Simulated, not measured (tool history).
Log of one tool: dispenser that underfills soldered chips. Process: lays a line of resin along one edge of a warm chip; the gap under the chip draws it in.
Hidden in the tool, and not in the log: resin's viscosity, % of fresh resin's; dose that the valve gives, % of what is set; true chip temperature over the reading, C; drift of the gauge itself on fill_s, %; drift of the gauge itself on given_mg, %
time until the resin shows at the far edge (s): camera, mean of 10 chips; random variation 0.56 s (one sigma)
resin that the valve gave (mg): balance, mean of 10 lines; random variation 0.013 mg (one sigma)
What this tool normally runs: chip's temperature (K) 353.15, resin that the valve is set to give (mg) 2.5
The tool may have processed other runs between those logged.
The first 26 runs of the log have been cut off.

| run | hour | chip's temperature (K) | resin that the valve is set to give (mg) | hours of work since the syringe was changed | hours of work since the valve was cleaned | hours of work since the stage was calibrated | time until the resin shows at the far edge (s) | resin that the valve gave (mg) |
|---|---|---|---|---|---|---|---|---|
|  | 328.1 | new syringe of resin |
| 27 | 342.4 | 361.15 | 2.62 | 9 | 45 | 48 | 48.4 | 2.51 |
|  | 346.3 | new syringe of resin |
| 28 | 351.6 | 350.15 | 2.45 | 3 | 50 | 54 | 59.3 | 2.34 |
| 29 | 361.1 | 352.15 | 2.42 | 9 | 56 | 59 | 68 | 2.29 |
|  | 363 | dispensing valve cleaned and set on the balance |
|  | 365.9 | new syringe of resin |
| 30 | 378.9 | 353.15 | 2.12 | 8 | 10 | 70 | 63.2 | 2.14 |
|  | 383.9 | new syringe of resin |
| 31 | 389.3 | 341.15 | 2.76 | 3 | 16 | 76 | 82.9 | 2.73 |
|  | 401.9 | new syringe of resin |
| 32 | 402.2 | 353.15 | 2.57 | 0 | 24 | 84 | 46.4 | 2.53 |
| 33 | 415.2 | 353.15 | 2.57 | 8 | 32 | 92 | 63.5 | 2.49 |
|  | 419.5 | new syringe of resin |
| 34 | 429.9 | 359.15 | 2.11 | 6 | 41 | 101 | 49 | 2.03 |

Forecast each of these 3 alternatives for the next run:
|  | 437.4 | new syringe of resin |
| A | 440.5 | 367.15 | 2.59 | 2 | 47 | 107 | ? | ? |
|  | 437.4 | new syringe of resin |
| B | 440.5 | 358.15 | 2.79 | 2 | 47 | 107 | ? | ? |
|  | 437.4 | new syringe of resin |
| C | 440.5 | 358.15 | 3.14 | 2 | 47 | 107 | ? | ? |

| run | time until the resin shows at the far edge (s) | resin that the valve gave (mg) |
|---|---|---|
| A | 30.2 | 2.5 |
| B | 42.1 | 2.67 |
| C | 41.2 | 3.05 |
Without the tool's unlogged condition, the same runs would have read:
| run | time until the resin shows at the far edge (s) | resin that the valve gave (mg) |
|---|---|---|
| A | 28.5 | 2.6 |
| B | 39.9 | 2.78 |
| C | 39 | 3.18 |

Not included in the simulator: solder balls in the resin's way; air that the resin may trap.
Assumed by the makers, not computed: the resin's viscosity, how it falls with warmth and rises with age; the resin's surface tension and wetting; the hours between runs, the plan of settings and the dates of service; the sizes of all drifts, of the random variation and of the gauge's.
